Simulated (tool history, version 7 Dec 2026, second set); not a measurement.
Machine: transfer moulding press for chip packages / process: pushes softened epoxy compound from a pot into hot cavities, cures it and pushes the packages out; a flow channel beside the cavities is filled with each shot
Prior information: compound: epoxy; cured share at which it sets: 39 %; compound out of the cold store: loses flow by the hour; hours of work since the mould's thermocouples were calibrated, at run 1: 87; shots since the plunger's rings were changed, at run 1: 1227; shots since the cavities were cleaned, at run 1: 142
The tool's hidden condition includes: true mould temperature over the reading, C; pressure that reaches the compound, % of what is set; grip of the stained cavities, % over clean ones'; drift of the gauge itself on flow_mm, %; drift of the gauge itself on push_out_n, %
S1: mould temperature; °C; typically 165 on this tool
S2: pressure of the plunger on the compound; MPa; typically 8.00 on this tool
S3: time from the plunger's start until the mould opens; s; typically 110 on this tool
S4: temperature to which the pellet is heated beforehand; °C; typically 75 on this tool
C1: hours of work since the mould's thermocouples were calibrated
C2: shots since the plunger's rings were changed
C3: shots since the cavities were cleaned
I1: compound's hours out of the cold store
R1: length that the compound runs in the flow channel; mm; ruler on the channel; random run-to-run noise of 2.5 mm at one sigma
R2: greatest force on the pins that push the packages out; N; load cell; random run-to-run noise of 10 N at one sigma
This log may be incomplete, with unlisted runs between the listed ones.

run,hour,S1,S2,S3,S4,C1,C2,C3,I1,R1,R2
1,0.0,165,8.00,110,75,87,1227,142,13.9,627,641
2,48.6,165,8.00,110,75,109,1616,531,25.8,593,801
3,108.9,165,8.00,110,75,137,2099,1014,31.7,573,861
# hour 123.1: cavities cleaned with cleaning compound and waxed
4,139.9,165,8.00,110,75,151,2334,134,41.0,550,606
5,176.3,165,8.00,110,75,167,2626,426,16.2,608,804
6,227.9,165,8.00,110,75,191,3039,839,24.5,586,795
# hour 260.9: cavities cleaned with cleaning compound and waxed
7,269.2,165,8.00,110,75,210,3358,67,14.5,603,560
# hour 323.9: plunger's sealing rings changed
8,325.9,165,8.00,110,75,235,17,501,35.7,585,779
9,386.4,165,8.00,110,75,263,501,985,36.6,576,856

What will run 10 give?
# hour 400.5: cavities cleaned with cleaning compound and waxed
10,423.7,165,8.87,130,69,279,788,186,45.6,?,?

R1: 587 mm
R2: 551 N
Minus the tool's unlogged condition, the same run would have read R1 596 mm, R2 388 N.
